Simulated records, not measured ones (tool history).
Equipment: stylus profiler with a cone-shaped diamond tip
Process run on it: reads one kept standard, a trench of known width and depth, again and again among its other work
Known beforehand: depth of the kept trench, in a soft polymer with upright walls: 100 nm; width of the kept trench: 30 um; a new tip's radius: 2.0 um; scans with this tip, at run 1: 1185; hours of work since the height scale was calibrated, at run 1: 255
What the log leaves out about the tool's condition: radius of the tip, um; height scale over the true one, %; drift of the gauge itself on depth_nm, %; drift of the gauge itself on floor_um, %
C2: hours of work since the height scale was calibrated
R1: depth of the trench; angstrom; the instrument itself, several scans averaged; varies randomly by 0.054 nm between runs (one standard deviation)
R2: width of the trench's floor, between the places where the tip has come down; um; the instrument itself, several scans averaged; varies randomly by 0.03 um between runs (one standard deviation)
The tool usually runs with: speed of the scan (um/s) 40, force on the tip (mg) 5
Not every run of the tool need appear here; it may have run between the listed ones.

{"run": 1, "hour": 0.0, "speed of the scan (um/s)": 40, "force on the tip (mg)": 5, "scans with this tip": 1185, "C2": 255, "R1": 1018.3, "R2": 28.64}
{"run": 2, "hour": 24.3, "speed of the scan (um/s)": 40, "force on the tip (mg)": 5, "scans with this tip": 1244, "C2": 267, "R1": 1019.2, "R2": 28.59}
{"run": 3, "hour": 36.9, "speed of the scan (um/s)": 40, "force on the tip (mg)": 8.87, "scans with this tip": 1275, "C2": 274, "R1": 1027.2, "R2": 28.6}
{"run": 4, "hour": 53.1, "speed of the scan (um/s)": 40, "force on the tip (mg)": 8.87, "scans with this tip": 1315, "C2": 283, "R1": 1026.5, "R2": 28.68}
{"run": 5, "hour": 78.5, "speed of the scan (um/s)": 40, "force on the tip (mg)": 4.5, "scans with this tip": 1377, "C2": 296, "R1": 1018.6, "R2": 28.59}
{"hour": 80.8, "done": "height scale calibrated on a step standard"}
{"run": 6, "hour": 104.0, "speed of the scan (um/s)": 40, "force on the tip (mg)": 2.57, "scans with this tip": 1439, "C2": 12, "R1": 1013.9, "R2": 28.6}
{"run": 7, "hour": 117.7, "speed of the scan (um/s)": 40, "force on the tip (mg)": 2.57, "scans with this tip": 1472, "C2": 19, "R1": 1012.6, "R2": 28.57}
{"run": 8, "hour": 129.6, "speed of the scan (um/s)": 40, "force on the tip (mg)": 3.65, "scans with this tip": 1502, "C2": 26, "R1": 1015.8, "R2": 28.62}
{"run": 9, "hour": 145.9, "speed of the scan (um/s)": 43, "force on the tip (mg)": 6.38, "scans with this tip": 1542, "C2": 34, "R1": 1022.7, "R2": 28.61}
{"run": 10, "hour": 171.0, "speed of the scan (um/s)": 21, "force on the tip (mg)": 7.57, "scans with this tip": 1603, "C2": 48, "R1": 1026.2, "R2": 28.67}
{"hour": 181.9, "done": "height scale calibrated on a step standard, once more"}
{"run": 11, "hour": 196.1, "speed of the scan (um/s)": 24, "force on the tip (mg)": 5.14, "scans with this tip": 1664, "C2": 7, "R1": 1018.8, "R2": 28.62}
{"run": 12, "hour": 213.5, "speed of the scan (um/s)": 24, "force on the tip (mg)": 5.14, "scans with this tip": 1706, "C2": 17, "R1": 1018.1, "R2": 28.62}

The next listed run, before its measurement:
{"run": 13, "hour": 234.0, "speed of the scan (um/s)": 97, "force on the tip (mg)": 12.51, "scans with this tip": 1757, "C2": 27, "R1": "?", "R2": "?"}

R1: 1032 angstrom
R2: 28.57 um
Were there no unlogged condition in the tool, this run, its random variation unchanged, would have produced R1 1031.4 angstrom, R2 28.66 um.

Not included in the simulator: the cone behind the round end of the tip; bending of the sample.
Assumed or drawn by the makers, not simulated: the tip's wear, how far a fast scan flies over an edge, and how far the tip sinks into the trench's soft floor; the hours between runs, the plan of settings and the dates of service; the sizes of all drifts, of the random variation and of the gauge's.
